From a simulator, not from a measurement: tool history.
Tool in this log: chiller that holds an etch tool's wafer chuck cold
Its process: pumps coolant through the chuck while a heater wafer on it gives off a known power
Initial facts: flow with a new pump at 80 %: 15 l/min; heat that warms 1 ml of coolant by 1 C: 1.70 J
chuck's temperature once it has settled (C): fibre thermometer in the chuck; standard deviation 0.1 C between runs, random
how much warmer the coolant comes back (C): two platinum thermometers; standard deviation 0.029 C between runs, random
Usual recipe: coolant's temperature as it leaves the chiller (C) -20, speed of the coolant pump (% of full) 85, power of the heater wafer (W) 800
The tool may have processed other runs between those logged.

run      day  coolant's temperature as it leaves the chiller (C)  speed of the coolant pump (% of full)  power of the heater wafer (W)  chuck's temperature once it has settled (C)  how much warmer the coolant comes back (C)
  1    0.000                                                 -20                                     85                            800                                        -10.9                                        1.86
  2    4.946                                                 -20                                     85                            800                                        -11.0                                        1.89
  3    9.179                                                 -25                                     85                            800                                        -16.0                                        1.86
  4   14.546                                                 -25                                     85                            800                                        -15.9                                        1.89
  5   19.633                                                 -25                                     85                            800                                        -15.8                                        1.87
  6   23.083                                                 -13                                     85                            800                                         -3.8                                        1.94
  7   27.512                                                 -13                                     85                            800                                         -3.6                                        1.96
  8   31.067                                                 -13                                     85                            800                                         -3.5                                        1.94
  9   35.612                                                 -13                                     85                            800                                         -3.5                                        1.94
 10   40.304                                                 -11                                     85                            800                                         -1.5                                        1.95
 11   43.338                                                 -11                                     85                            800                                         -1.3                                        1.91
 12   49.358                                                 -11                                     85                            800                                         -1.3                                        1.96
 13   53.558                                                 -11                                     85                            800                                         -1.2                                        1.96
 14   59.650                                                 -11                                     85                            800                                         -1.1                                        1.96
 15   65.008                                                 -11                                     85                            800                                         -1.0                                        1.94
      66.729  -- chiller's thermometer calibrated
 16   69.908                                                 -11                                     85                            800                                         -1.4                                        1.96
 17   75.642                                                 -22                                     85                            479                                        -16.1                                        1.19
 18   79.508                                                 -22                                     85                            479                                        -16.0                                        1.20
 19   84.325                                                 -22                                     85                            479                                        -16.1                                        1.14
 20   87.492                                                 -22                                     85                            479                                        -16.0                                        1.15
 21   91.483                                                 -27                                     92                            783                                        -17.4                                        1.78
 22   95.517                                                 -27                                     92                            783                                        -17.5                                        1.84
 23  100.967                                                 -18                                     92                            507                                        -11.9                                        1.18
 24  104.858                                                 -22                                     62                            800                                         -9.9                                        2.76
 25  110.262                                                 -22                                     62                            800                                         -9.8                                        2.80
     113.542  -- coolant changed, channels flushed
 26  115.742                                                 -22                                     62                            800                                        -11.7                                        2.81
 27  118.267                                                 -22                                     62                            800                                        -12.0                                        2.81
 28  122.708                                                 -14                                     68                           1076                                         -0.9                                        3.47
 29  128.379                                                 -12                                     61                           1076                                          2.0                                        3.87
 30  131.333                                                 -26                                     65                            418                                        -20.6                                        1.43
 31  134.983                                                 -26                                     65                            418                                        -20.6                                        1.45

Hidden state or all else? Some run-to-run changes of chuck's temperature once it has settled (C), split into what the settings, what came in and random variation would give without the hidden state, and what is left for the hidden state (with any gauge scatter that isn't in both results):
Unlogged tool condition in this case: heat passed by the chuck's channels, % of clean ones'; flow at a given pump speed, % of a new pump's; coolant's true temperature over the reading, C; drift of the gauge itself on chuck_c, C; drift of the gauge itself on warmer_back_c, C.
Run 5 -> 6: coolant's temperature as it leaves the chiller (C) -25 -> -13. chuck's temperature once it has settled (C) +12.0: hidden state +0.1, all else +11.9.
Run 16 -> 17: coolant's temperature as it leaves the chiller (C) -11 -> -22, power of the heater wafer (W) 800 -> 479. chuck's temperature once it has settled (C) -14.7: hidden state -0.7, all else -14.0.
Run 20 -> 21: coolant's temperature as it leaves the chiller (C) -22 -> -27, speed of the coolant pump (% of full) 85 -> 92, power of the heater wafer (W) 479 -> 783. chuck's temperature once it has settled (C) -1.4: hidden state +0.8, all else -2.2.
Run 23 -> 24: coolant's temperature as it leaves the chiller (C) -18 -> -22, speed of the coolant pump (% of full) 92 -> 62, power of the heater wafer (W) 507 -> 800. chuck's temperature once it has settled (C) +2.0: hidden state +1.4, all else +0.6.
Run 25 -> 26: coolant changed, channels flushed. chuck's temperature once it has settled (C) -1.9: hidden state -2.0, all else +0.1.
Run 29 -> 30: coolant's temperature as it leaves the chiller (C) -12 -> -26, speed of the coolant pump (% of full) 61 -> 65, power of the heater wafer (W) 1076 -> 418. chuck's temperature once it has settled (C) -22.6: hidden state -0.8, all else -21.8.
